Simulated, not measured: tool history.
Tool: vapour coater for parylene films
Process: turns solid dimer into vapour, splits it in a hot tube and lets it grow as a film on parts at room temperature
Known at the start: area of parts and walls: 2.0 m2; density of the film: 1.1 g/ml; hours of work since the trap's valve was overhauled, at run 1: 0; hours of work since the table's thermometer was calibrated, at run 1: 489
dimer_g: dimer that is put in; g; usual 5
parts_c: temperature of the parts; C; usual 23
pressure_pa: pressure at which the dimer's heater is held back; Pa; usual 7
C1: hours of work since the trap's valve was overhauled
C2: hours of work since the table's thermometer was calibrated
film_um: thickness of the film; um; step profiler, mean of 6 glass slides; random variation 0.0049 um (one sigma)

run 1 hour=0 | dimer_g=5 parts_c=23 pressure_pa=7 | C1=0 C2=489 | film_um=1.178
run 2 hour=29.5 | dimer_g=5 parts_c=23 pressure_pa=7 | C1=21 C2=510 | film_um=1.177
run 3 hour=55.4 | dimer_g=5 parts_c=23 pressure_pa=7 | C1=39 C2=528 | film_um=1.185
run 4 hour=84.4 | dimer_g=5 parts_c=23 pressure_pa=7 | C1=59 C2=548 | film_um=1.185
run 5 hour=110.4 | dimer_g=5 parts_c=23 pressure_pa=7 | C1=77 C2=566 | film_um=1.177
run 6 hour=128 | dimer_g=5 parts_c=23 pressure_pa=8.19 | C1=90 C2=579 | film_um=1.15
run 7 hour=156.5 | dimer_g=5 parts_c=23 pressure_pa=8.19 | C1=110 C2=599 | film_um=1.158
run 8 hour=177.8 | dimer_g=5 parts_c=23 pressure_pa=8.19 | C1=125 C2=614 | film_um=1.148
run 9 hour=203.1 | dimer_g=5 parts_c=23 pressure_pa=10.17 | C1=142 C2=631 | film_um=1.119
run 10 hour=225 | dimer_g=5 parts_c=23 pressure_pa=10.17 | C1=158 C2=647 | film_um=1.112
run 11 hour=244.7 | dimer_g=5 parts_c=23 pressure_pa=8.66 | C1=172 C2=661 | film_um=1.134
run 12 hour=264.7 | dimer_g=5 parts_c=16 pressure_pa=7 | C1=186 C2=675 | film_um=1.378
run 13 hour=290.3 | dimer_g=5 parts_c=16 pressure_pa=7 | C1=204 C2=692 | film_um=1.368
run 14 hour=303.8 | dimer_g=5 parts_c=16 pressure_pa=7 | C1=213 C2=702 | film_um=1.375
run 15 hour=322.3 | dimer_g=5 parts_c=23 pressure_pa=7 | C1=226 C2=715 | film_um=1.173
run 16 hour=335.1 | dimer_g=5 parts_c=23 pressure_pa=2.71 | C1=235 C2=724 | film_um=1.381
run 17 hour=351.8 | dimer_g=5 parts_c=23 pressure_pa=7 | C1=247 C2=736 | film_um=1.176
run 18 hour=374.1 | dimer_g=5 parts_c=23 pressure_pa=5.95 | C1=262 C2=751 | film_um=1.204
run 19 hour=389.7 | dimer_g=5 parts_c=23 pressure_pa=5.95 | C1=273 C2=762 | film_um=1.204
run 20 hour=411.7 | dimer_g=5 parts_c=23 pressure_pa=7 | C1=289 C2=778 | film_um=1.189
run 21 hour=436.7 | dimer_g=5 parts_c=23 pressure_pa=7 | C1=306 C2=795 | film_um=1.182
run 22 hour=451.9 | dimer_g=5 parts_c=23 pressure_pa=7 | C1=317 C2=806 | film_um=1.184
run 23 hour=474.1 | dimer_g=5 parts_c=23 pressure_pa=8.71 | C1=332 C2=821 | film_um=1.139
run 24 hour=496.5 | dimer_g=2 parts_c=27 pressure_pa=5.31 | C1=348 C2=837 | film_um=0.457
run 25 hour=524.7 | dimer_g=2 parts_c=25 pressure_pa=6.78 | C1=368 C2=857 | film_um=0.459
run 26 hour=551.9 | dimer_g=2 parts_c=25 pressure_pa=6.78 | C1=387 C2=876 | film_um=0.463
run 27 hour=582.6 | dimer_g=6 parts_c=31 pressure_pa=7 | C1=408 C2=897 | film_um=1.185
run 28 hour=599.8 | dimer_g=2 parts_c=23 pressure_pa=4.32 | C1=420 C2=909 | film_um=0.508
run 29 hour=623.5 | dimer_g=2 parts_c=23 pressure_pa=4.32 | C1=437 C2=926 | film_um=0.517
run 30 hour=637.3 | dimer_g=9 parts_c=35 pressure_pa=7 | C1=447 C2=936 | film_um=1.644
run 31 hour=664 | dimer_g=3 parts_c=21 pressure_pa=6.08 | C1=465 C2=954 | film_um=0.758
run 32 hour=692.4 | dimer_g=4 parts_c=20 pressure_pa=2.55 | C1=485 C2=974 | film_um=1.183
run 33 hour=707.7 | dimer_g=4 parts_c=20 pressure_pa=2.55 | C1=496 C2=985 | film_um=1.183
run 34 hour=727.5 | dimer_g=5 parts_c=16 pressure_pa=7 | C1=510 C2=999 | film_um=1.371
run 35 hour=745.2 | dimer_g=5 parts_c=19 pressure_pa=7.84 | C1=522 C2=1011 | film_um=1.264
run 36 hour=759.5 | dimer_g=5 parts_c=19 pressure_pa=7.84 | C1=532 C2=1021 | film_um=1.258
run 37 hour=778.4 | dimer_g=5 parts_c=31 pressure_pa=7 | C1=546 C2=1035 | film_um=0.985
run 38 hour=800.9 | dimer_g=8 parts_c=35 pressure_pa=2.73 | C1=561 C2=1050 | film_um=1.695
run 39 hour=818.9 | dimer_g=8 parts_c=35 pressure_pa=2.73 | C1=574 C2=1063 | film_um=1.692
run 40 hour=847.4 | dimer_g=8 parts_c=35 pressure_pa=2.73 | C1=594 C2=1083 | film_um=1.695
run 41 hour=872.2 | dimer_g=2 parts_c=16 pressure_pa=7 | C1=611 C2=1100 | film_um=0.546
run 42 hour=897.7 | dimer_g=6 parts_c=33 pressure_pa=8.13 | C1=629 C2=1118 | film_um=1.115
run 43 hour=913.1 | dimer_g=6 parts_c=20 pressure_pa=4.24 | C1=640 C2=1129 | film_um=1.639
-- hour=935.2 trap's valve overhauled
run 44 hour=948.5 | dimer_g=7 parts_c=18 pressure_pa=3.76 | C1=9 C2=1151 | film_um=2.03
run 45 hour=970.8 | dimer_g=7 parts_c=20 pressure_pa=9.7 | C1=25 C2=1167 | film_um=1.682
run 46 hour=994.8 | dimer_g=2 parts_c=22 pressure_pa=9.7 | C1=42 C2=1184 | film_um=0.461

Forecast each of these 3 alternatives for the next run:
run A hour=1013.8 | dimer_g=6 parts_c=23 pressure_pa=4.01 | C1=55 C2=1197 | film_um=?
run B hour=1013.8 | dimer_g=2 parts_c=29 pressure_pa=5.36 | C1=55 C2=1197 | film_um=?
run C hour=1013.8 | dimer_g=3 parts_c=22 pressure_pa=9.7 | C1=55 C2=1197 | film_um=?

run=A film_um=1.552
run=B film_um=0.44
run=C film_um=0.682
Without the tool's hidden state the same runs would have given:
run=A film_um=1.552
run=B film_um=0.44
run=C film_um=0.682

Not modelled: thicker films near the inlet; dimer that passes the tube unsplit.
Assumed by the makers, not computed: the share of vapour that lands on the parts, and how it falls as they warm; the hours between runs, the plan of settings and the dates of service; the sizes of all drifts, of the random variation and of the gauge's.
